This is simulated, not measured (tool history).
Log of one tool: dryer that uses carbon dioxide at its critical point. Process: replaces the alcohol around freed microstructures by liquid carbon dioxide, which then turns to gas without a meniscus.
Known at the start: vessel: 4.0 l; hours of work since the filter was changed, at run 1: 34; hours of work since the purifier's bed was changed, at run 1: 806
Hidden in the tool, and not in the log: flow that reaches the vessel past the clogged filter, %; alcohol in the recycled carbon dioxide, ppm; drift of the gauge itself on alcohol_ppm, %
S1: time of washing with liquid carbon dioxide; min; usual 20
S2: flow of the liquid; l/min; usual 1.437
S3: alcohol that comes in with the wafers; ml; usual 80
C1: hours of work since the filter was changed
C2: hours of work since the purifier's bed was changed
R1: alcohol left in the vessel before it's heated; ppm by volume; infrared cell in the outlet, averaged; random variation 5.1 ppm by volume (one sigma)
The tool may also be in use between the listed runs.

run,hour,S1,S2,S3,C1,C2,R1
1,0,20,1.437,80,34,806,219
2,36.3,20,1.437,31,54,826,198
3,86.7,20,1.437,33,82,854,209
4,112.1,20,1.437,33,96,868,221
5,141.1,20,1.437,80,112,884,251
6,172.2,20,1.437,80,129,901,273
7,208.4,20,1.437,80,149,921,270
8,252.6,20,1.437,80,174,946,288
9,279.3,20,1.437,81,189,961,285
10,305.1,20,1.437,90,203,975,310
11,334.2,20,1.437,90,219,991,310
12,389.6,20,1.437,90,250,1022,345
13,444.7,20,1.437,90,280,1052,350
# hour 471.4: inlet filter changed
14,473.9,20,1.437,90,1,1068,292
15,501,17,1.437,80,16,1083,377
16,536.7,17,1.437,80,36,1103,363
17,569.9,17,1.437,80,55,1121,367
18,623.5,17,1.1,80,84,1151,697
19,670.9,20,1.437,25,111,1177,268
20,713.9,20,1.437,25,134,1201,290
21,771.1,16,1.437,80,166,1233,507
22,824.9,16,1.437,80,196,1262,526
23,877.7,16,1.437,80,225,1292,539
24,919,22,1.437,80,248,1315,341
25,960.5,27,1.66,42,271,1338,296
26,989.6,20,1.3,80,287,1354,466
# hour 1003.1: inlet filter changed
# hour 1038.2: purifier's bed changed
27,1050.9,20,1.3,80,25,7,102
28,1077.7,20,1.3,80,40,22,100
29,1134,24,1.35,82,71,53,38
30,1158.1,13,1.64,46,84,67,195
31,1205.8,13,1.26,29,111,93,298
32,1255.9,18,1.437,80,139,121,154
33,1309.2,18,1.437,80,168,150,181
34,1364.7,18,1.437,80,199,181,187
35,1414.1,20,1.437,22,226,208,75
36,1458.2,28,2.42,23,251,233,58
37,1511.4,21,1.97,80,280,262,78
# hour 1540.6: inlet filter changed
38,1562.5,14,1.89,80,12,290,167
39,1619.7,17,1.93,80,44,322,106
40,1669.3,30,0.89,27,71,349,107
41,1705.1,16,0.88,30,91,369,515
42,1735.6,20,1.38,55,108,386,157

Forecast each of these 5 alternatives for the next run:
A,1794,20,1.38,25,141,418,?
B,1794,20,1.03,112,141,418,?
C,1794,14,1.62,42,141,418,?
D,1794,16,2.44,78,141,418,?
E,1794,20,0.98,28,141,418,?

run,R1
A,125
B,583
C,218
D,108
E,236
Without the tool's hidden state the same runs would have given:
run,R1
A,25
B,379
C,95
D,14
E,115

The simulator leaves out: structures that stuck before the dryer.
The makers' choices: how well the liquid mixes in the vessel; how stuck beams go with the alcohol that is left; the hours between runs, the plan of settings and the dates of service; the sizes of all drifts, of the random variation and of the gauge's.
